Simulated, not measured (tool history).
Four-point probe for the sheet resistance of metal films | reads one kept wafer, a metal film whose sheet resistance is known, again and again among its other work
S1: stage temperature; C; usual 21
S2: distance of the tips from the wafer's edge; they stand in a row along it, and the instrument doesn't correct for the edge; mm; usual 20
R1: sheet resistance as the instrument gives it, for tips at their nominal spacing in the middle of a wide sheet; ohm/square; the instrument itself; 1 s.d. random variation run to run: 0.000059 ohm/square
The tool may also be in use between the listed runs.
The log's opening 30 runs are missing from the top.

run 31 hour=1111.7 | S1=22 S2=11 | R1=0.298541
run 32 hour=1139.6 | S1=22 S2=11 | R1=0.298582
run 33 hour=1183.0 | S1=34 S2=6 | R1=0.301005
run 34 hour=1221.0 | S1=34 S2=6 | R1=0.301044
run 35 hour=1245.0 | S1=28 S2=3 | R1=0.313613
run 36 hour=1285.4 | S1=33 S2=5 | R1=0.303006
run 37 hour=1333.4 | S1=30 S2=5 | R1=0.303240
run 38 hour=1371.3 | S1=30 S2=9 | R1=0.298861
run 39 hour=1414.1 | S1=30 S2=9 | R1=0.298990
run 40 hour=1439.3 | S1=24 S2=4 | R1=0.307126
run 41 hour=1473.5 | S1=20 S2=6 | R1=0.302154

Run 42, settings as shown, results not yet in. Your forecast:
run 42 hour=1505.8 | S1=23 S2=16 | R1=?

{"run 42": {"R1": 0.298145}}
Had the tool carried no hidden state, the very same run would have given R1 0.296476 ohm/square.

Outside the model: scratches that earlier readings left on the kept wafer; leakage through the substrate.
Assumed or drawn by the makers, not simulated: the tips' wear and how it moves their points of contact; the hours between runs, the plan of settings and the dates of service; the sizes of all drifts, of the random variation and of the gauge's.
